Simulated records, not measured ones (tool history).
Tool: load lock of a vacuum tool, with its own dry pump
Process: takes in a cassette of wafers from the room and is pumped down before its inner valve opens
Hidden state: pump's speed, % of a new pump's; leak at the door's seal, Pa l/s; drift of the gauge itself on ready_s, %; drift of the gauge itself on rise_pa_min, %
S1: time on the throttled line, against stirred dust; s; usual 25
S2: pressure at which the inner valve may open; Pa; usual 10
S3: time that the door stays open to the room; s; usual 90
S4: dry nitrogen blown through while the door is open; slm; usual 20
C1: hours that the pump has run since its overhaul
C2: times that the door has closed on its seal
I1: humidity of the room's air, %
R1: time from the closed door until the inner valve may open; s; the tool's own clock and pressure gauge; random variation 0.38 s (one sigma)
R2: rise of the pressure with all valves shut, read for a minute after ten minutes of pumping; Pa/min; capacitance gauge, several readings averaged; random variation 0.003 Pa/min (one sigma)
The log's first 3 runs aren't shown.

run    hour  S1  S2  S3  S4    C1     C2    I1    R1     R2
  4   272.4  25  10  90  20   401   7468  45.8  38.2  0.074
  5   332.3  25  10  90  20   461   7639  45.1  38.3  0.072
  6   415.7  25  10  90  20   544   7878  46.1  38.3  0.079
  7   512.2  25  10  90   9   641   8154  43.9  38.5  0.087
  8   622.7  15  10  90   9   751   8471  45.3  29.2  0.089
  9   717.4  25  10  90  20   846   8742  43.5  38.6  0.073
 10   801.9  25  10  90  43   930   8984  45.3  38.4  0.058
 11   876.3  25   8  90  20  1005   9197  45.7  38.6  0.081
 12   963.8  25  10  25  20  1092   9448  42.2  38.8  0.050
 13  1084.2  21  10  90  20  1213   9792  48.5  34.2  0.078
 14  1199.0  21  10  90   7  1328  10121  45.4  34.5  0.099
 15  1291.8  24  10  90  20  1420  10387  45.5  38.0  0.083
 16  1411.5  24  10  90   5  1540  10729  42.8  37.0  0.096
 17  1462.2  24  10  90   5  1591  10875  43.0  37.1  0.108
 18  1523.8  24  10  90   5  1652  11051  45.2  37.3  0.112
 19  1640.8  24  10  90  20  1769  11386  44.8  37.9  0.091
 20  1720.7  24  10  90  20  1849  11615  47.3  38.5  0.088
 21  1834.2  24  10  90  20  1963  11940  47.6  37.2  0.091
 22  1928.2  24  10  90  20  2057  12209  45.9  37.5  0.081

The next listed run, before its measurement:
 23  2032.2  13  10  90  19  2161  12507  45.5   ?   ?

{"run 23": {"R1": 28.2, "R2": 0.094}}
Without the tool's hidden state the same run would have given R1 27.7 s, R2 0.054 Pa/min.
